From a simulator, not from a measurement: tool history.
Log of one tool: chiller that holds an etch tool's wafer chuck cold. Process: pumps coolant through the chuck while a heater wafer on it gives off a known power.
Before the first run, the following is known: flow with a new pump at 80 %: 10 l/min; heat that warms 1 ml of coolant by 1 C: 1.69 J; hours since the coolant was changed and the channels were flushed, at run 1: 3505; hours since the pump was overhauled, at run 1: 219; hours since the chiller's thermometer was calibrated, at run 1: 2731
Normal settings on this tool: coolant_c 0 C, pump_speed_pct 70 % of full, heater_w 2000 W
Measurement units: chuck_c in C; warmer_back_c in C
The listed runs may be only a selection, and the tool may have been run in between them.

run     day  coolant_c  pump_speed_pct  heater_w  hours since the coolant was changed and the channels were flushed  hours since the pump was overhauled  hours since the chiller's thermometer was calibrated  chuck_c  warmer_back_c
  1   0.000          0              70      2000                                                               3505                                  219                                                  2731     18.6           8.28
  2   2.492          0              70      2000                                                               3565                                  278                                                  2791     18.6           8.21
  3   5.496          0              70      1123                                                               3637                                  351                                                  2863     10.4           4.64
  4   7.512          0              70      1123                                                               3685                                  399                                                  2912     10.2           4.62
  5  11.233          0              82      1123                                                               3774                                  488                                                  3001      8.7           3.80
  6  13.192          0              70      2000                                                               3821                                  535                                                  3048     18.6           8.17
  7  16.596         -7              70      2000                                                               3903                                  617                                                  3130     11.6           8.13
  8  20.429          0              70      2000                                                               3995                                  709                                                  3222     18.7           8.17
  9  23.904          0              70      2000                                                               4078                                  792                                                  3305     18.7           8.09
 10  26.921          0              70      2000                                                               4151                                  865                                                  3377     18.7           8.02
 11  29.229          0              70      2000                                                               4206                                  920                                                  3433     18.6           8.06
 12  32.725         -6              70      2000                                                               4290                                 1004                                                  3517     12.4           8.06
 13  36.075         -6              70      2000                                                               4371                                 1084                                                  3597     12.4           8.01
 14  37.650         -6              96      2000                                                               4408                                 1122                                                  3635      7.5           5.57
 15  39.275         -6              96      2000                                                               4447                                 1161                                                  3674      7.3           5.53
 16  42.529          9              70      2000                                                               4525                                 1239                                                  3752     27.5           7.98
 17  44.942          8              70      2613                                                               4583                                 1297                                                  3810     32.2          10.34
 18  47.629          9              95      1020                                                               4648                                 1362                                                  3874     16.1           2.64
 19  49.354          5              99      1148                                                               4689                                 1403                                                  3916     12.4           2.91
 20  53.000         -1              93      1148                                                               4777                                 1491                                                  4003      7.0           3.13
 21  56.421         -1              93      1148                                                               4859                                 1573                                                  4085      7.0           3.07
 22  59.408         -5              76      2421                                                               4930                                 1644                                                  4157     15.7           8.70
 23  63.246         -3              76      1152                                                               5023                                 1736                                                  4249      6.9           3.92
 24  66.179         -4              76      1152                                                               5093                                 1807                                                  4320      5.6           3.85
     68.612  -- gauge calibrated
 25  69.075          3              70      1662                                                               5163                                 1876                                                  4389     18.4           6.79
 26  72.321          7              66      2000                                                               5240                                 1954                                                  4467     26.5           8.80
 27  75.696          7              66      2000                                                               5321                                 2035                                                  4548     27.0           8.74
 28  77.888          0              70      2795                                                               5374                                 2088                                                  4601     25.8          11.44
 29  80.242         -3              70      1602                                                               5430                                 2144                                                  4657     11.8           6.50
     80.829  -- chiller's thermometer calibrated
 30  83.133         -2              70      1020                                                               5499                                 2213                                                    55      7.4           4.05
 31  85.404         -2              70      2300                                                               5553                                 2267                                                   110     19.3           9.33

3 options for the next run, each taken on its own from the tool as it stands now. Forecast them:
  A  87.317         -2              70      1778                                                               5599                                 2313                                                   156        ?              ?
  B  87.317          0              60      2000                                                               5599                                 2313                                                   156        ?              ?
  C  87.317          0              72      2000                                                               5599                                 2313                                                   156        ?              ?

run  chuck_c  warmer_back_c
  A     14.6           7.10
  B     21.8           9.61
  C     17.9           7.95
With no hidden state in the tool, these same runs would have given:
run  chuck_c  warmer_back_c
  A     14.6           7.22
  B     21.8           9.73
  C     17.9           8.06

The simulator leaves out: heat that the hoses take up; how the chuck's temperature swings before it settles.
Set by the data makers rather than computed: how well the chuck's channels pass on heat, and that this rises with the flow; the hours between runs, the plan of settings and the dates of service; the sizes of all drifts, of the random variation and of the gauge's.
